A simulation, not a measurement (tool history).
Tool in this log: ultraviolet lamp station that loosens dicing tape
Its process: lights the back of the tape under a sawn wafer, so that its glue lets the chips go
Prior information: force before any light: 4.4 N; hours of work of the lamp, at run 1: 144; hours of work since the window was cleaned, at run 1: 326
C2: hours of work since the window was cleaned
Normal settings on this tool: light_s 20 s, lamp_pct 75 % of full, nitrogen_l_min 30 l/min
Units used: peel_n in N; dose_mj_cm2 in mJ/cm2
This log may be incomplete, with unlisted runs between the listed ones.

run 1 hour=0.0 | light_s=20 lamp_pct=75 nitrogen_l_min=30 | hours_of_work_of_the_lamp=144 C2=326 | peel_n=0.338 dose_mj_cm2=464
run 2 hour=43.2 | light_s=20 lamp_pct=75 nitrogen_l_min=30 | hours_of_work_of_the_lamp=166 C2=348 | peel_n=0.346 dose_mj_cm2=454
run 3 hour=105.5 | light_s=20 lamp_pct=75 nitrogen_l_min=30 | hours_of_work_of_the_lamp=198 C2=380 | peel_n=0.356 dose_mj_cm2=446
run 4 hour=157.5 | light_s=20 lamp_pct=75 nitrogen_l_min=30 | hours_of_work_of_the_lamp=224 C2=407 | peel_n=0.374 dose_mj_cm2=434
run 5 hour=213.0 | light_s=20 lamp_pct=76 nitrogen_l_min=30 | hours_of_work_of_the_lamp=253 C2=435 | peel_n=0.365 dose_mj_cm2=435
run 6 hour=260.9 | light_s=20 lamp_pct=75 nitrogen_l_min=30 | hours_of_work_of_the_lamp=277 C2=460 | peel_n=0.393 dose_mj_cm2=418
run 7 hour=341.0 | light_s=20 lamp_pct=75 nitrogen_l_min=30 | hours_of_work_of_the_lamp=318 C2=501 | peel_n=0.407 dose_mj_cm2=402
run 8 hour=401.7 | light_s=20 lamp_pct=79 nitrogen_l_min=30 | hours_of_work_of_the_lamp=349 C2=532 | peel_n=0.394 dose_mj_cm2=412
run 9 hour=461.5 | light_s=20 lamp_pct=94 nitrogen_l_min=30 | hours_of_work_of_the_lamp=380 C2=563 | peel_n=0.324 dose_mj_cm2=485
-- hour=522.4 window cleaned of glue's vapour
run 10 hour=540.1 | light_s=20 lamp_pct=94 nitrogen_l_min=30 | hours_of_work_of_the_lamp=420 C2=9 | peel_n=0.326 dose_mj_cm2=482
run 11 hour=593.0 | light_s=20 lamp_pct=94 nitrogen_l_min=30 | hours_of_work_of_the_lamp=447 C2=36 | peel_n=0.331 dose_mj_cm2=470
run 12 hour=650.6 | light_s=20 lamp_pct=94 nitrogen_l_min=30 | hours_of_work_of_the_lamp=477 C2=66 | peel_n=0.355 dose_mj_cm2=458
run 13 hour=708.0 | light_s=20 lamp_pct=94 nitrogen_l_min=30 | hours_of_work_of_the_lamp=506 C2=95 | peel_n=0.357 dose_mj_cm2=443
run 14 hour=765.7 | light_s=20 lamp_pct=94 nitrogen_l_min=30 | hours_of_work_of_the_lamp=536 C2=125 | peel_n=0.360 dose_mj_cm2=431
run 15 hour=803.5 | light_s=20 lamp_pct=75 nitrogen_l_min=30 | hours_of_work_of_the_lamp=555 C2=144 | peel_n=0.505 dose_mj_cm2=342
run 16 hour=873.8 | light_s=20 lamp_pct=98 nitrogen_l_min=30 | hours_of_work_of_the_lamp=591 C2=180 | peel_n=0.379 dose_mj_cm2=433
run 17 hour=920.3 | light_s=20 lamp_pct=98 nitrogen_l_min=30 | hours_of_work_of_the_lamp=615 C2=204 | peel_n=0.384 dose_mj_cm2=413
run 18 hour=981.2 | light_s=20 lamp_pct=75 nitrogen_l_min=43 | hours_of_work_of_the_lamp=646 C2=235 | peel_n=0.536 dose_mj_cm2=307
run 19 hour=1048.4 | light_s=20 lamp_pct=75 nitrogen_l_min=30 | hours_of_work_of_the_lamp=680 C2=269 | peel_n=0.630 dose_mj_cm2=298
run 20 hour=1084.5 | light_s=20 lamp_pct=75 nitrogen_l_min=30 | hours_of_work_of_the_lamp=699 C2=288 | peel_n=0.644 dose_mj_cm2=295
run 21 hour=1132.5 | light_s=20 lamp_pct=75 nitrogen_l_min=30 | hours_of_work_of_the_lamp=724 C2=312 | peel_n=0.695 dose_mj_cm2=284
-- hour=1172.5 lamp changed
run 22 hour=1193.3 | light_s=20 lamp_pct=75 nitrogen_l_min=30 | hours_of_work_of_the_lamp=11 C2=343 | peel_n=0.324 dose_mj_cm2=509
run 23 hour=1271.9 | light_s=20 lamp_pct=75 nitrogen_l_min=30 | hours_of_work_of_the_lamp=51 C2=383 | peel_n=0.326 dose_mj_cm2=494
run 24 hour=1334.8 | light_s=29 lamp_pct=75 nitrogen_l_min=30 | hours_of_work_of_the_lamp=83 C2=416 | peel_n=0.263 dose_mj_cm2=682
run 25 hour=1380.9 | light_s=18 lamp_pct=75 nitrogen_l_min=22 | hours_of_work_of_the_lamp=107 C2=439 | peel_n=0.395 dose_mj_cm2=424
run 26 hour=1443.0 | light_s=18 lamp_pct=75 nitrogen_l_min=22 | hours_of_work_of_the_lamp=139 C2=471 | peel_n=0.407 dose_mj_cm2=413
run 27 hour=1503.4 | light_s=36 lamp_pct=89 nitrogen_l_min=22 | hours_of_work_of_the_lamp=169 C2=502 | peel_n=0.242 dose_mj_cm2=948
run 28 hour=1565.7 | light_s=36 lamp_pct=89 nitrogen_l_min=22 | hours_of_work_of_the_lamp=201 C2=534 | peel_n=0.241 dose_mj_cm2=934
run 29 hour=1603.9 | light_s=19 lamp_pct=68 nitrogen_l_min=26 | hours_of_work_of_the_lamp=221 C2=553 | peel_n=0.452 dose_mj_cm2=368
-- hour=1685.1 window cleaned of glue's vapour
run 30 hour=1685.1 | light_s=19 lamp_pct=68 nitrogen_l_min=31 | hours_of_work_of_the_lamp=262 C2=0 | peel_n=0.412 dose_mj_cm2=377
run 31 hour=1741.7 | light_s=23 lamp_pct=96 nitrogen_l_min=31 | hours_of_work_of_the_lamp=291 C2=29 | peel_n=0.269 dose_mj_cm2=632
run 32 hour=1796.9 | light_s=23 lamp_pct=62 nitrogen_l_min=59 | hours_of_work_of_the_lamp=320 C2=57 | peel_n=0.348 dose_mj_cm2=399
run 33 hour=1830.8 | light_s=20 lamp_pct=72 nitrogen_l_min=47 | hours_of_work_of_the_lamp=337 C2=75 | peel_n=0.377 dose_mj_cm2=397
run 34 hour=1911.0 | light_s=20 lamp_pct=72 nitrogen_l_min=47 | hours_of_work_of_the_lamp=378 C2=116 | peel_n=0.405 dose_mj_cm2=383
run 35 hour=1978.8 | light_s=20 lamp_pct=99 nitrogen_l_min=21 | hours_of_work_of_the_lamp=413 C2=150 | peel_n=0.341 dose_mj_cm2=512
run 36 hour=2015.0 | light_s=20 lamp_pct=99 nitrogen_l_min=21 | hours_of_work_of_the_lamp=431 C2=169 | peel_n=0.327 dose_mj_cm2=501
run 37 hour=2048.5 | light_s=20 lamp_pct=99 nitrogen_l_min=21 | hours_of_work_of_the_lamp=448 C2=186 | peel_n=0.330 dose_mj_cm2=496
run 38 hour=2123.7 | light_s=20 lamp_pct=99 nitrogen_l_min=21 | hours_of_work_of_the_lamp=487 C2=225 | peel_n=0.363 dose_mj_cm2=473
run 39 hour=2186.3 | light_s=20 lamp_pct=99 nitrogen_l_min=21 | hours_of_work_of_the_lamp=519 C2=257 | peel_n=0.345 dose_mj_cm2=461
run 40 hour=2230.1 | light_s=12 lamp_pct=83 nitrogen_l_min=10 | hours_of_work_of_the_lamp=541 C2=279 | peel_n=1.170 dose_mj_cm2=230
run 41 hour=2298.9 | light_s=16 lamp_pct=83 nitrogen_l_min=10 | hours_of_work_of_the_lamp=577 C2=314 | peel_n=0.848 dose_mj_cm2=290
run 42 hour=2351.9 | light_s=11 lamp_pct=99 nitrogen_l_min=46 | hours_of_work_of_the_lamp=604 C2=342 | peel_n=0.805 dose_mj_cm2=235
run 43 hour=2396.9 | light_s=20 lamp_pct=75 nitrogen_l_min=24 | hours_of_work_of_the_lamp=627 C2=365 | peel_n=0.591 dose_mj_cm2=319
run 44 hour=2448.8 | light_s=12 lamp_pct=76 nitrogen_l_min=30 | hours_of_work_of_the_lamp=653 C2=391 | peel_n=1.166 dose_mj_cm2=186

Alternative continuations, all from the tool just after run 44; predict every row:
run A hour=2491.1 | light_s=20 lamp_pct=75 nitrogen_l_min=58 | hours_of_work_of_the_lamp=675 C2=413 | peel_n=? dose_mj_cm2=?
run B hour=2491.1 | light_s=35 lamp_pct=75 nitrogen_l_min=34 | hours_of_work_of_the_lamp=675 C2=413 | peel_n=? dose_mj_cm2=?
run C hour=2491.1 | light_s=12 lamp_pct=71 nitrogen_l_min=30 | hours_of_work_of_the_lamp=675 C2=413 | peel_n=? dose_mj_cm2=?

run=A peel_n=0.533 dose_mj_cm2=297
run=B peel_n=0.316 dose_mj_cm2=521
run=C peel_n=1.272 dose_mj_cm2=173
With the hidden condition removed and each run's random variation left untouched, the same runs would have given:
run=A peel_n=0.281 dose_mj_cm2=525
run=B peel_n=0.261 dose_mj_cm2=919
run=C peel_n=0.599 dose_mj_cm2=303
